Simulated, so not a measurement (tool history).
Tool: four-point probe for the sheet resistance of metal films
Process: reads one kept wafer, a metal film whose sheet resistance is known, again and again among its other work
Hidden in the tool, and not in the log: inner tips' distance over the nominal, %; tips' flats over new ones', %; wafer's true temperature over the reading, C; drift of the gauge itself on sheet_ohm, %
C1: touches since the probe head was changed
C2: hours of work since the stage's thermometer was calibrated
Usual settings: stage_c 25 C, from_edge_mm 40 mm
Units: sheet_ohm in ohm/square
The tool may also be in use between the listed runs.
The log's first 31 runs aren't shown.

Run 32, hour 745.4: usual settings but stage_c 20 C, from_edge_mm 11 mm; C1 53958; C2 1280. Result: sheet_ohm 7.492397 ohm/square.
Run 33, hour 774.3: usual settings but stage_c 21 C, from_edge_mm 4 mm; C1 55128; C2 1295. Result: sheet_ohm 7.536416 ohm/square.
Run 34, hour 794: usual settings but stage_c 21 C, from_edge_mm 4 mm; C1 55929; C2 1305. Result: sheet_ohm 7.541848 ohm/square.
Run 35, hour 824.3: usual settings but stage_c 19 C, from_edge_mm 34 mm; C1 57158; C2 1321. Result: sheet_ohm 7.490942 ohm/square.
Run 36, hour 847.6: usual settings but stage_c 26 C, from_edge_mm 10 mm; C1 58101; C2 1333. Result: sheet_ohm 7.451201 ohm/square.
Run 37, hour 872.1: usual settings but stage_c 24 C, from_edge_mm 22 mm; C1 59097; C2 1345. Result: sheet_ohm 7.457637 ohm/square.
Run 38, hour 892.3: usual settings but stage_c 24 C, from_edge_mm 22 mm; C1 59916; C2 1356. Result: sheet_ohm 7.456763 ohm/square.
Run 39, hour 911.4: usual settings but stage_c 33 C, from_edge_mm 7 mm; C1 60691; C2 1366. Result: sheet_ohm 7.414938 ohm/square.
Run 40, hour 933.2: usual settings but stage_c 28 C, from_edge_mm 57 mm; C1 61576; C2 1377. Result: sheet_ohm 7.425485 ohm/square.
Run 41, hour 958.1: usual settings but stage_c 22 C, from_edge_mm 15 mm; C1 62587; C2 1390. Result: sheet_ohm 7.47105 ohm/square.
Run 42, hour 975.2: usual settings but stage_c 22 C, from_edge_mm 15 mm; C1 63279; C2 1399. Result: sheet_ohm 7.468943 ohm/square.
Run 43, hour 991.3: usual settings but from_edge_mm 5 mm; C1 63932; C2 1407. Result: sheet_ohm 7.483277 ohm/square.
Run 44, hour 1020.2: usual settings but from_edge_mm 5 mm; C1 65105; C2 1422. Result: sheet_ohm 7.48378 ohm/square.
Run 45, hour 1036.4: usual settings but from_edge_mm 5 mm; C1 65762; C2 1430. Result: sheet_ohm 7.481536 ohm/square.

4 ways to go on from here, each from the tool as it stands after run 45. What would each give?
Run A, hour 1062.5: usual settings but stage_c 24 C, from_edge_mm 24 mm; C1 66822; C2 1444. Result: sheet_ohm ?.
Run B, hour 1062.5: usual settings but stage_c 34 C, from_edge_mm 54 mm; C1 66822; C2 1444. Result: sheet_ohm ?.
Run C, hour 1062.5: usual settings but stage_c 18 C, from_edge_mm 58 mm; C1 66822; C2 1444. Result: sheet_ohm ?.
Run D, hour 1062.5: usual settings but stage_c 19 C, from_edge_mm 4 mm; C1 66822; C2 1444. Result: sheet_ohm ?.

run  sheet_ohm
  A   7.449667
  B   7.382278
  C   7.491465
  D   7.546967
Without the tool's hidden state the same runs would have given:
run  sheet_ohm
  A   7.482545
  B   7.414605
  C   7.524688
  D   7.580394

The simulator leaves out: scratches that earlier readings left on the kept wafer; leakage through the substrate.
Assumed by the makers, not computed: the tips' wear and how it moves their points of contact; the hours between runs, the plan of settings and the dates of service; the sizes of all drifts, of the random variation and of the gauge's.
